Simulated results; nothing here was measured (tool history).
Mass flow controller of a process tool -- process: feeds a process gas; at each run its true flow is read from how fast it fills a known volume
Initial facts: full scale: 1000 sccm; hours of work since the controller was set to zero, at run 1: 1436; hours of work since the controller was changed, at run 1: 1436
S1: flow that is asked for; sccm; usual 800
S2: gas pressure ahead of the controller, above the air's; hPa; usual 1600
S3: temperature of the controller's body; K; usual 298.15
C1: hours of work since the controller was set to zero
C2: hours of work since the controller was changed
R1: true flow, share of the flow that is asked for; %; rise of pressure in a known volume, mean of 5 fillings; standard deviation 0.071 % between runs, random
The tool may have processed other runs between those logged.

Run 1, hour 0.0: usual settings; C1 1436; C2 1436. Result: R1 99.61 %.
Run 2, hour 58.1: usual settings but S3 311.15 K; C1 1468; C2 1468. Result: R1 99.99 %.
Run 3, hour 157.9: usual settings but S3 311.15 K; C1 1523; C2 1523. Result: R1 99.80 %.
Run 4, hour 227.5: usual settings; C1 1561; C2 1561. Result: R1 99.29 %.
Run 5, hour 340.3: usual settings; C1 1623; C2 1623. Result: R1 99.26 %.
Run 6, hour 417.8: usual settings; C1 1666; C2 1666. Result: R1 99.12 %.
Run 7, hour 553.9: usual settings but S2 1460 hPa; C1 1741; C2 1741. Result: R1 99.01 %.
Run 8, hour 618.3: usual settings but S2 1460 hPa; C1 1776; C2 1776. Result: R1 98.89 %.
Run 9, hour 674.9: usual settings but S2 1460 hPa; C1 1807; C2 1807. Result: R1 98.89 %.
Run 10, hour 809.7: usual settings but S2 1460 hPa; C1 1882; C2 1882. Result: R1 98.69 %.
Run 11, hour 924.1: usual settings but S2 1460 hPa; C1 1945; C2 1945. Result: R1 98.67 %.
Run 12, hour 1025.9: usual settings but S2 1460 hPa; C1 2001; C2 2001. Result: R1 98.62 %.
Run 13, hour 1150.9: usual settings but S1 772 sccm; C1 2070; C2 2070. Result: R1 98.46 %.
At hour 1168.9: gauge calibrated.
Run 14, hour 1270.5: usual settings but S2 1540 hPa; C1 2136; C2 2136. Result: R1 99.22 %.
Run 15, hour 1361.9: usual settings but S2 1540 hPa; C1 2186; C2 2186. Result: R1 99.27 %.
Run 16, hour 1442.0: usual settings but S2 1540 hPa; C1 2230; C2 2230. Result: R1 99.27 %.
Run 17, hour 1550.7: usual settings but S2 1540 hPa; C1 2290; C2 2290. Result: R1 99.11 %.
Run 18, hour 1620.3: usual settings but S2 1540 hPa; C1 2328; C2 2328. Result: R1 99.00 %.
Run 19, hour 1722.9: usual settings but S2 2660 hPa; C1 2385; C2 2385. Result: R1 99.41 %.
Run 20, hour 1781.8: usual settings but S1 869 sccm, S2 2660 hPa; C1 2417; C2 2417. Result: R1 99.56 %.
Run 21, hour 1848.6: usual settings but S1 869 sccm, S2 1840 hPa, S3 294.15 K; C1 2454; C2 2454. Result: R1 98.93 %.
Run 22, hour 1918.9: usual settings but S1 516 sccm, S2 1780 hPa, S3 304.15 K; C1 2493; C2 2493. Result: R1 98.87 %.
Run 23, hour 2016.4: usual settings but S1 561 sccm, S2 1730 hPa; C1 2547; C2 2547. Result: R1 98.42 %.
Run 24, hour 2143.3: usual settings but S1 561 sccm, S2 1730 hPa; C1 2617; C2 2617. Result: R1 98.40 %.
Run 25, hour 2220.8: usual settings but S1 561 sccm, S2 1730 hPa; C1 2659; C2 2659. Result: R1 98.37 %.
Run 26, hour 2300.0: usual settings but S2 2710 hPa, S3 297.15 K; C1 2703; C2 2703. Result: R1 99.12 %.
Run 27, hour 2407.2: usual settings but S2 2710 hPa, S3 297.15 K; C1 2762; C2 2762. Result: R1 99.09 %.
Run 28, hour 2508.0: usual settings but S2 2710 hPa, S3 297.15 K; C1 2817; C2 2817. Result: R1 98.91 %.
Run 29, hour 2638.2: usual settings but S1 752 sccm, S2 1430 hPa, S3 313.15 K; C1 2889; C2 2889. Result: R1 98.83 %.
Run 30, hour 2763.4: usual settings but S1 134 sccm, S2 1850 hPa; C1 2958; C2 2958. Result: R1 97.31 %.

What does the tool deliver on the next run?
Run 31, hour 2842.3: usual settings but S2 1820 hPa; C1 3002; C2 3002. Result: R1 ?.

{"run 31": {"R1": 98.29}}
Had the tool carried no hidden state, the very same run would have given R1 99.62 %.

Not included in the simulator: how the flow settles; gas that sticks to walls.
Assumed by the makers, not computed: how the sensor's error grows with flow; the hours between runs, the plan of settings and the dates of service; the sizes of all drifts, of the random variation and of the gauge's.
